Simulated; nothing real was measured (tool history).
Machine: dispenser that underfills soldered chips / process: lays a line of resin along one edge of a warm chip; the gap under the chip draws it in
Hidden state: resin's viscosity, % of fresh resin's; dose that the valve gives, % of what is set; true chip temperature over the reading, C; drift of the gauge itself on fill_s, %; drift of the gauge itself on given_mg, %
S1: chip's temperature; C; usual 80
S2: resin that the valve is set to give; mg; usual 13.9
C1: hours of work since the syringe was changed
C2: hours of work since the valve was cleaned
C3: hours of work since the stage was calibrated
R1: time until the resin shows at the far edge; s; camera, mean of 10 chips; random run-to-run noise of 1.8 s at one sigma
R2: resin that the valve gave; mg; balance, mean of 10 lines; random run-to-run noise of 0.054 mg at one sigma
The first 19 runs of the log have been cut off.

{"hour": 223.2, "done": "new syringe of resin"}
{"run": 20, "hour": 235.0, "S1": 72, "S2": 12.8, "C1": 7, "C2": 58, "C3": 403, "R1": 471.7, "R2": 12.22}
{"hour": 236.4, "done": "new syringe of resin"}
{"run": 21, "hour": 248.1, "S1": 72, "S2": 12.8, "C1": 7, "C2": 66, "C3": 411, "R1": 476.8, "R2": 12.27}
{"hour": 249.8, "done": "new syringe of resin"}
{"run": 22, "hour": 257.1, "S1": 80, "S2": 16.9, "C1": 5, "C2": 71, "C3": 416, "R1": 251.1, "R2": 16.14}
{"hour": 263.0, "done": "new syringe of resin"}
{"run": 23, "hour": 273.7, "S1": 94, "S2": 12.2, "C1": 7, "C2": 82, "C3": 427, "R1": 171.3, "R2": 11.45}
{"hour": 276.5, "done": "new syringe of resin"}
{"hour": 288.7, "done": "new syringe of resin"}
{"run": 24, "hour": 290.6, "S1": 81, "S2": 17.7, "C1": 1, "C2": 92, "C3": 437, "R1": 193.1, "R2": 16.65}
{"run": 25, "hour": 299.9, "S1": 81, "S2": 17.7, "C1": 7, "C2": 98, "C3": 443, "R1": 295.0, "R2": 16.29}
{"hour": 301.1, "done": "new syringe of resin"}
{"run": 26, "hour": 307.8, "S1": 81, "S2": 17.7, "C1": 4, "C2": 103, "C3": 448, "R1": 231.2, "R2": 16.41}
{"hour": 313.8, "done": "new syringe of resin"}
{"run": 27, "hour": 317.2, "S1": 80, "S2": 16.6, "C1": 2, "C2": 108, "C3": 453, "R1": 217.0, "R2": 15.26}
{"hour": 326.1, "done": "new syringe of resin"}
{"run": 28, "hour": 333.9, "S1": 80, "S2": 16.6, "C1": 5, "C2": 119, "C3": 464, "R1": 267.6, "R2": 15.14}
{"hour": 338.5, "done": "new syringe of resin"}
{"hour": 345.3, "done": "dispensing valve cleaned and set on the balance"}
{"run": 29, "hour": 345.3, "S1": 80, "S2": 12.6, "C1": 4, "C2": 0, "C3": 470, "R1": 243.6, "R2": 12.6}
{"hour": 352.5, "done": "new syringe of resin"}
{"run": 30, "hour": 354.8, "S1": 80, "S2": 12.6, "C1": 1, "C2": 6, "C3": 476, "R1": 203.6, "R2": 12.6}
{"hour": 364.8, "done": "new syringe of resin"}
{"run": 31, "hour": 369.3, "S1": 88, "S2": 14.9, "C1": 3, "C2": 15, "C3": 485, "R1": 161.1, "R2": 14.86}
{"hour": 377.6, "done": "new syringe of resin"}
{"run": 32, "hour": 382.4, "S1": 89, "S2": 14.4, "C1": 3, "C2": 23, "C3": 493, "R1": 158.8, "R2": 14.11}
{"hour": 390.4, "done": "new syringe of resin"}
{"run": 33, "hour": 398.4, "S1": 89, "S2": 14.4, "C1": 5, "C2": 33, "C3": 503, "R1": 179.9, "R2": 14.08}
{"hour": 403.1, "done": "new syringe of resin"}
{"run": 34, "hour": 407.7, "S1": 80, "S2": 16.2, "C1": 3, "C2": 38, "C3": 508, "R1": 223.2, "R2": 15.82}
{"hour": 415.4, "done": "new syringe of resin"}
{"run": 35, "hour": 424.5, "S1": 80, "S2": 16.2, "C1": 6, "C2": 49, "C3": 519, "R1": 280.2, "R2": 15.64}

Here are 3 independent what-if runs from the current tool condition. What would each one return?
{"hour": 428.4, "done": "new syringe of resin"}
{"run": "A", "hour": 440.1, "S1": 73, "S2": 13.3, "C1": 7, "C2": 59, "C3": 529, "R1": "?", "R2": "?"}
{"hour": 428.4, "done": "new syringe of resin"}
{"run": "B", "hour": 440.1, "S1": 80, "S2": 14.7, "C1": 7, "C2": 59, "C3": 529, "R1": "?", "R2": "?"}
{"hour": 428.4, "done": "new syringe of resin"}
{"run": "C", "hour": 440.1, "S1": 75, "S2": 12.9, "C1": 7, "C2": 59, "C3": 529, "R1": "?", "R2": "?"}

run=A R1=450.5 R2=12.68
run=B R1=320.2 R2=14.22
run=C R1=418.5 R2=12.42
The same runs, with their run-to-run variation unchanged, on a tool lacking any hidden condition would have given:
run=A R1=243.2 R2=13.25
run=B R1=173.8 R2=14.85
run=C R1=225.8 R2=12.97

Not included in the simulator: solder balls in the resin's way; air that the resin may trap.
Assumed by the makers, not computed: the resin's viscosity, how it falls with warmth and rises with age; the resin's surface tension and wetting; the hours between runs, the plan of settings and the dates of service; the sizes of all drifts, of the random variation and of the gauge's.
